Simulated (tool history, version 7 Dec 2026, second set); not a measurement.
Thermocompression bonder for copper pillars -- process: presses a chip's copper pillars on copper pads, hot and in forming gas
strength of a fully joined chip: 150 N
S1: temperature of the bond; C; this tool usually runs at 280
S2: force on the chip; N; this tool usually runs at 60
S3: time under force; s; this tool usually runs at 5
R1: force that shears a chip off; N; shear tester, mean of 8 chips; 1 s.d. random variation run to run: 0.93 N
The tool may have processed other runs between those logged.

run   hour   S1  S2  S3    R1
  1      0  280  60   5  72.6
  2     15  280  60   6  75.8
  3   30.6  280  60   5    73
  4   48.7  280  60   5    72
  5   64.7  280  60   5  72.2
  6   93.8  268  60   5  60.5
  7  119.2  280  60  11  91.4
  8  138.3  280  60   5  71.4
  9  156.5  280  60   5  70.7
 10  169.6  280  60   5  70.1
 11  187.7  252  66   6  55.1
 12  209.1  287  47   9  73.8
 13  226.7  293  60   5  81.7
 14  247.6  258  86   5  72.3

Run 15 has not been measured yet. What should we expect?
 15  260.5  258  86   5   ?

R1: 72.1 N
Had the tool carried no hidden state, the very same run would have given R1 82.3 N.
